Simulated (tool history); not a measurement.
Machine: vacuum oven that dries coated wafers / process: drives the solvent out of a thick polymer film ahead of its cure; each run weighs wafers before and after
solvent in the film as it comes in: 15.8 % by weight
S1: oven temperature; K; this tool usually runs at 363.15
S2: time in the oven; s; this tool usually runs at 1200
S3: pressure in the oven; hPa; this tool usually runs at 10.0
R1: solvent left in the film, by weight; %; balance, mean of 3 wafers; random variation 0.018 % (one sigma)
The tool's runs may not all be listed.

{"run": 1, "day": 0.0, "S1": 363.15, "S2": 1200, "S3": 10.0, "R1": 0.73}
{"run": 2, "day": 0.504, "S1": 363.15, "S2": 1200, "S3": 10.0, "R1": 0.7}
{"run": 3, "day": 1.088, "S1": 367.15, "S2": 1200, "S3": 10.0, "R1": 0.43}
{"run": 4, "day": 1.779, "S1": 367.15, "S2": 1200, "S3": 10.0, "R1": 0.44}
{"run": 5, "day": 2.258, "S1": 367.15, "S2": 1200, "S3": 10.0, "R1": 0.4}
{"run": 6, "day": 3.25, "S1": 367.15, "S2": 1200, "S3": 10.0, "R1": 0.44}
{"run": 7, "day": 3.938, "S1": 367.15, "S2": 1200, "S3": 10.0, "R1": 0.42}
{"run": 8, "day": 4.5, "S1": 367.15, "S2": 1200, "S3": 10.0, "R1": 0.42}
{"run": 9, "day": 5.242, "S1": 367.15, "S2": 1200, "S3": 10.0, "R1": 0.42}
{"run": 10, "day": 5.742, "S1": 363.15, "S2": 1680, "S3": 10.0, "R1": 0.45}
{"run": 11, "day": 6.442, "S1": 363.15, "S2": 1680, "S3": 10.0, "R1": 0.47}
{"run": 12, "day": 6.967, "S1": 363.15, "S2": 1680, "S3": 10.0, "R1": 0.49}
{"run": 13, "day": 7.712, "S1": 363.15, "S2": 1680, "S3": 10.0, "R1": 0.47}
{"run": 14, "day": 8.296, "S1": 363.15, "S2": 1020, "S3": 10.0, "R1": 0.95}
{"run": 15, "day": 8.75, "S1": 363.15, "S2": 1020, "S3": 10.0, "R1": 0.94}
{"run": 16, "day": 9.596, "S1": 363.15, "S2": 1020, "S3": 10.0, "R1": 0.95}
{"run": 17, "day": 10.667, "S1": 363.15, "S2": 1020, "S3": 10.0, "R1": 0.89}
{"run": 18, "day": 11.254, "S1": 363.15, "S2": 1020, "S3": 10.0, "R1": 0.93}
{"run": 19, "day": 12.05, "S1": 363.15, "S2": 1200, "S3": 30.3, "R1": 1.41}
{"run": 20, "day": 12.962, "S1": 363.15, "S2": 1200, "S3": 30.3, "R1": 1.41}
{"run": 21, "day": 13.846, "S1": 363.15, "S2": 1140, "S3": 10.0, "R1": 0.75}
{"run": 22, "day": 14.308, "S1": 363.15, "S2": 1140, "S3": 10.0, "R1": 0.78}
{"run": 23, "day": 15.246, "S1": 363.15, "S2": 1200, "S3": 10.0, "R1": 0.71}
{"run": 24, "day": 15.921, "S1": 363.15, "S2": 1320, "S3": 29.3, "R1": 1.28}
{"run": 25, "day": 16.867, "S1": 362.15, "S2": 1020, "S3": 7.2, "R1": 0.94}
{"run": 26, "day": 17.867, "S1": 372.15, "S2": 1500, "S3": 23.9, "R1": 0.65}
{"run": 27, "day": 18.754, "S1": 372.15, "S2": 1500, "S3": 23.9, "R1": 0.62}
{"run": 28, "day": 19.733, "S1": 372.15, "S2": 900, "S3": 26.4, "R1": 0.8}
{"run": 29, "day": 20.317, "S1": 372.15, "S2": 900, "S3": 26.4, "R1": 0.78}
{"run": 30, "day": 20.8, "S1": 372.15, "S2": 900, "S3": 26.4, "R1": 0.79}
{"run": 31, "day": 21.521, "S1": 363.15, "S2": 1200, "S3": 6.6, "R1": 0.56}
{"run": 32, "day": 22.1, "S1": 363.15, "S2": 1200, "S3": 6.6, "R1": 0.57}
{"run": 33, "day": 23.158, "S1": 363.15, "S2": 1200, "S3": 6.6, "R1": 0.49}
{"run": 34, "day": 23.858, "S1": 377.15, "S2": 1200, "S3": 6.6, "R1": 0.17}
{"run": 35, "day": 24.542, "S1": 368.15, "S2": 660, "S3": 6.6, "R1": 0.7}
{"run": 36, "day": 25.371, "S1": 350.15, "S2": 1020, "S3": 7.4, "R1": 5.12}
{"run": 37, "day": 26.004, "S1": 350.15, "S2": 1020, "S3": 7.4, "R1": 5.15}
{"run": 38, "day": 26.596, "S1": 360.15, "S2": 1200, "S3": 10.0, "R1": 1.54}
{"run": 39, "day": 27.062, "S1": 360.15, "S2": 1200, "S3": 10.0, "R1": 1.53}
{"run": 40, "day": 27.621, "S1": 363.15, "S2": 960, "S3": 19.9, "R1": 1.83}
{"run": 41, "day": 28.129, "S1": 363.15, "S2": 960, "S3": 19.9, "R1": 1.85}
{"run": 42, "day": 29.204, "S1": 357.15, "S2": 1140, "S3": 36.0, "R1": 3.54}
{"run": 43, "day": 30.254, "S1": 363.15, "S2": 1320, "S3": 15.4, "R1": 1.06}
{"run": 44, "day": 30.704, "S1": 363.15, "S2": 1320, "S3": 15.4, "R1": 1.06}
{"run": 45, "day": 31.283, "S1": 363.15, "S2": 1320, "S3": 15.4, "R1": 1.01}
{"run": 46, "day": 32.112, "S1": 363.15, "S2": 1260, "S3": 11.7, "R1": 0.98}

Put back what was entered between runs (2 entries, withheld): which listed runs does each sit between, and how does the hidden state differ from the listed run before to the listed run after?
After run 32, before run 33: oven's thermocouples calibrated (day 22.229)
  true wafer temperature over the reading, C: 2.2 -> 3.48; true pressure over the reading, kPa: 0.081 -> 0.084
  the result without the hidden state subtracted from the measured one, R1: -0.20 -> -0.30 %
After run 35, before run 36: oven's thermocouples calibrated, once more (day 25.304)
  true wafer temperature over the reading, C: 3.52 -> -0.51; true pressure over the reading, kPa: 0.088 -> 0.09
  the result without the hidden state subtracted from the measured one, R1: -0.51 -> +0.23 %

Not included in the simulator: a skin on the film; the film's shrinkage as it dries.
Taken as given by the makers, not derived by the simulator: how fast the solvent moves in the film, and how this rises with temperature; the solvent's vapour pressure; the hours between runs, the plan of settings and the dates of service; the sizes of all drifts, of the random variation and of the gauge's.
